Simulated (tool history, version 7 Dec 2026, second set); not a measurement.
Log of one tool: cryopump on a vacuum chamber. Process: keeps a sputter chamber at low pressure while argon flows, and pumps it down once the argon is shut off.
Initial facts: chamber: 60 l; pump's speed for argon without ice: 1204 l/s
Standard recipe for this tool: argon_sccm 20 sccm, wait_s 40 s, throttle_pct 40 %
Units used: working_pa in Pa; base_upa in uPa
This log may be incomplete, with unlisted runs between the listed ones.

run   hour  argon_sccm  wait_s  throttle_pct  working_pa  base_upa
  1      0          20      40            40       0.073      2.31
  2   13.6          19      40            40      0.0691      2.39
  3   36.4          36      40            40      0.1307      2.38
  4     61          36      40            40      0.1317      2.44
  5   79.3          36      40            40      0.1313      2.36
  6  104.7          36      40            40      0.1312      2.35
  7  120.7          20      40            40      0.0737       2.4
  8  145.9          20      40            40      0.0729      2.44
  9  158.1          20      40            40      0.0734      2.41
 10  176.4          20     134            40      0.0737         2
 11  196.6          20     134            40      0.0739      1.98
 12  224.3          20     134            40      0.0747      2.02
 13  238.5          20     134            40      0.0731      2.06
 14  255.8          20      40            40      0.0751      2.56
 15  279.1          20      40            34      0.0862      2.55
 16  309.4          20      40            34      0.0881      2.61
 17  336.6          20      40            34      0.0877      2.63
 18  352.6          19     111            40      0.0725      2.15
 19    369          22      76            40      0.0831      2.27
 20  392.4          11      43            16      0.0994      2.62
 21  407.2          20      99            15      0.1945      2.31
 22  422.8          20      44            44      0.0699      2.57
 23  444.3          20      32            44      0.0705      2.91
 24  461.5          13     208            47      0.0425      2.17
 25  487.3           8      92            52      0.0245       2.4
 26  510.6          12     236            40      0.0465      2.26
 27  529.2          12     236            40      0.0475       2.3
 28  556.1          12     236            40      0.0468       2.3
 29  580.6          20     283            40      0.0786      2.31
 30  609.3          17      40            20      0.1265      2.94
 31  623.6          17      40            20      0.1263       2.9
 32  650.3          38      40            24      0.2393         3

What does the tool deliver on the next run?
 33  672.5          26     102            51           ?         ?

working_pa: 0.0844 Pa
base_upa: 2.57 uPa
Had the tool carried no hidden state, the very same run would have given working_pa 0.0719 Pa, base_upa 0.48 uPa.
